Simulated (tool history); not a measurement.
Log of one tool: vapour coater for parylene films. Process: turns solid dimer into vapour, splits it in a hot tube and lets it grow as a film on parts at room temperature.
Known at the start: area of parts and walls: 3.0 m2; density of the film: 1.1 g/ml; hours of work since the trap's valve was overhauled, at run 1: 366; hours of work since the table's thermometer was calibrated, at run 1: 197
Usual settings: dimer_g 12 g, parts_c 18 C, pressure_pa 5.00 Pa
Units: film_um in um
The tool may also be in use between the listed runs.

run     day  dimer_g  parts_c  pressure_pa  hours of work since the trap's valve was overhauled  hours of work since the table's thermometer was calibrated  film_um
  1   0.000       12       18         5.00                                                  366                                                         197    2.783
  2   2.108       12       18         5.00                                                  400                                                         231    2.785
  3   3.946       12       18         5.00                                                  430                                                         261    2.776
      4.267  -- trap's valve overhauled
  4   6.546       12       18         5.00                                                   37                                                         301    2.881
  5   7.967       12       18         5.00                                                   60                                                         324    2.880
  6   9.608       12       18         6.09                                                   87                                                         351    2.792
  7  10.917       12       21         5.00                                                  108                                                         372    2.697
  8  12.112       12       14         5.00                                                  128                                                         392    3.097
  9  13.283       12       14         5.00                                                  147                                                         411    3.115
 10  15.192       12       14         5.00                                                  178                                                         442    3.084
 11  17.600        6       20         5.35                                                  218                                                         481    1.342
 12  19.562        6       20         5.35                                                  250                                                         513    1.351
 13  21.588        6       20         5.35                                                  283                                                         546    1.339
 14  23.488       12       27         2.38                                                  314                                                         577    2.611
 15  25.317       15       11         2.31                                                  343                                                         607    4.263
 16  27.200       17       11         2.31                                                  374                                                         638    4.842
 17  28.608       10       17         4.15                                                  397                                                         661    2.437
     31.117  -- trap's valve overhauled
 18  31.117       14       18         4.15                                                    0                                                         699    3.495
 19  32.875        8       19         7.22                                                   29                                                         728    1.802

Forecast each of these 3 alternatives for the next run:
  A  34.800        7       14         2.85                                                   60                                                         759        ?
  B  34.800        6       19         7.22                                                   60                                                         759        ?
  C  34.800        8       19         8.55                                                   60                                                         759        ?

run  film_um
  A    2.003
  B    1.337
  C    1.741
Without the tool's hidden state the same runs would have given:
run  film_um
  A    2.008
  B    1.341
  C    1.745
